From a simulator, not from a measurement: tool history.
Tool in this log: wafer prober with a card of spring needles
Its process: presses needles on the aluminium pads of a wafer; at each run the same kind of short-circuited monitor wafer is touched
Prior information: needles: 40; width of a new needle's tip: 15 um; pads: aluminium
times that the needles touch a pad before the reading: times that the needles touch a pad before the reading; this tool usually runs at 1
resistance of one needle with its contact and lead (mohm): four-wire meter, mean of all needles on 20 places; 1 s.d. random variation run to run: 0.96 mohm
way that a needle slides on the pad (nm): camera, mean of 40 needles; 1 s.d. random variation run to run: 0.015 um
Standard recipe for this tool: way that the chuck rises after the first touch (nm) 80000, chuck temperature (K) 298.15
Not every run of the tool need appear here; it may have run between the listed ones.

run,hour,way that the chuck rises after the first touch (nm),chuck temperature (K),times that the needles touch a pad before the reading,resistance of one needle with its contact and lead (mohm),way that a needle slides on the pad (nm)
1,0.0,80000,298.15,1,151.5,9970
# hour 25.6: tips cleaned on abrasive film
# hour 48.8: tips cleaned on abrasive film
2,63.8,80000,298.15,1,153.2,9980
# hour 72.0: tips cleaned on abrasive film
# hour 94.9: tips cleaned on abrasive film
3,95.0,80000,298.15,1,153.6,10020
# hour 119.1: tips cleaned on abrasive film
# hour 143.6: tips cleaned on abrasive film
4,143.6,80000,298.15,1,154.0,9990
# hour 165.7: tips cleaned on abrasive film
# hour 188.6: tips cleaned on abrasive film
5,194.2,80000,298.15,2,154.9,10030
# hour 212.0: tips cleaned on abrasive film
# hour 238.1: tips cleaned on abrasive film
6,238.8,80000,298.15,1,153.3,10000
# hour 264.6: tips cleaned on abrasive film
# hour 287.8: tips cleaned on abrasive film
7,294.4,93000,298.15,1,152.9,11660
# hour 314.4: tips cleaned on abrasive film
# hour 338.0: tips cleaned on abrasive film
8,346.0,80000,298.15,3,153.1,10000
# hour 362.1: tips cleaned on abrasive film
# hour 385.5: tips cleaned on abrasive film
# hour 407.7: tips cleaned on abrasive film
9,407.7,80000,298.15,3,153.6,10050
# hour 433.4: tips cleaned on abrasive film
# hour 458.4: tips cleaned on abrasive film
10,459.0,80000,299.15,3,153.6,10030
# hour 484.5: tips cleaned on abrasive film
# hour 488.1: height of the first contact set anew
# hour 506.5: tips cleaned on abrasive film
11,506.5,80000,299.15,3,155.3,10070
# hour 533.3: tips cleaned on abrasive film
12,547.3,80000,299.15,1,154.3,10050
# hour 556.9: tips cleaned on abrasive film
# hour 582.4: tips cleaned on abrasive film
# hour 605.1: tips cleaned on abrasive film
13,613.2,80000,298.15,1,152.7,10060
# hour 630.0: tips cleaned on abrasive film
# hour 655.8: tips cleaned on abrasive film
14,674.2,80000,298.15,1,155.0,10070
# hour 679.3: tips cleaned on abrasive film
# hour 703.2: tips cleaned on abrasive film
15,724.2,100000,298.15,1,153.7,12590
# hour 727.6: tips cleaned on abrasive film
# hour 752.8: tips cleaned on abrasive film
# hour 775.2: tips cleaned on abrasive film
16,784.9,100000,298.15,1,152.0,12610
# hour 798.9: tips cleaned on abrasive film
17,816.8,82000,298.15,1,154.0,10360
# hour 821.4: tips cleaned on abrasive film
# hour 847.6: tips cleaned on abrasive film
18,857.4,82000,298.15,1,154.7,10360
# hour 870.8: tips cleaned on abrasive film
# hour 893.8: tips cleaned on abrasive film
# hour 917.2: tips cleaned on abrasive film
19,925.1,84000,298.15,2,151.6,10610
# hour 944.0: tips cleaned on abrasive film
20,959.2,80000,337.15,3,162.8,10090
# hour 966.8: tips cleaned on abrasive film
# hour 989.8: tips cleaned on abrasive film
21,1003.1,63000,307.15,3,158.7,7980
# hour 1014.0: tips cleaned on abrasive film
# hour 1037.0: tips cleaned on abrasive film
22,1051.2,64000,323.15,2,161.8,8080
# hour 1062.5: tips cleaned on abrasive film
23,1080.0,80000,298.15,2,155.4,10130
# hour 1085.5: tips cleaned on abrasive film
# hour 1099.2: height of the first contact set anew
# hour 1104.7: gauge calibrated
# hour 1110.2: tips cleaned on abrasive film
# hour 1134.8: tips cleaned on abrasive film
24,1147.5,80000,351.15,2,164.0,9970
# hour 1156.8: tips cleaned on abrasive film
# hour 1180.0: tips cleaned on abrasive film
# hour 1205.1: tips cleaned on abrasive film
25,1216.1,80000,319.15,3,156.1,10010
# hour 1230.6: tips cleaned on abrasive film
# hour 1254.7: tips cleaned on abrasive film
26,1272.9,78000,302.15,2,155.2,9780
# hour 1278.0: tips cleaned on abrasive film
# hour 1302.3: tips cleaned on abrasive film
# hour 1326.9: tips cleaned on abrasive film
27,1326.9,81000,352.15,2,164.1,10110
# hour 1349.5: tips cleaned on abrasive film
28,1370.3,99000,298.15,2,152.5,12400
# hour 1373.8: tips cleaned on abrasive film
# hour 1396.4: tips cleaned on abrasive film
# hour 1422.2: tips cleaned on abrasive film
29,1435.2,85000,298.15,2,152.9,10670

Per-run results on a tool with no hidden state, each run keeping its own random variation:
Hidden state at play: debris on the tips, nm; way that the needles fall short of the set height, um; tips' diameter, um; drift of the gauge itself on contact_mohm, %; drift of the gauge itself on scrub_um, %.
run,way that a needle slides on the pad (nm)
1,9980
2,9980
3,10010
4,9970
5,10000
6,9970
7,11620
8,9960
9,10000
10,9980
11,9990
12,9980
13,9980
14,9980
15,12470
16,12470
17,10250
18,10240
19,10480
20,9970
21,7880
22,7970
23,9980
24,9960
25,10000
26,9760
27,10080
28,12360
29,10620
resistance of one needle with its contact and lead (mohm): differs from the measured result by no more than 0.2 in any run.
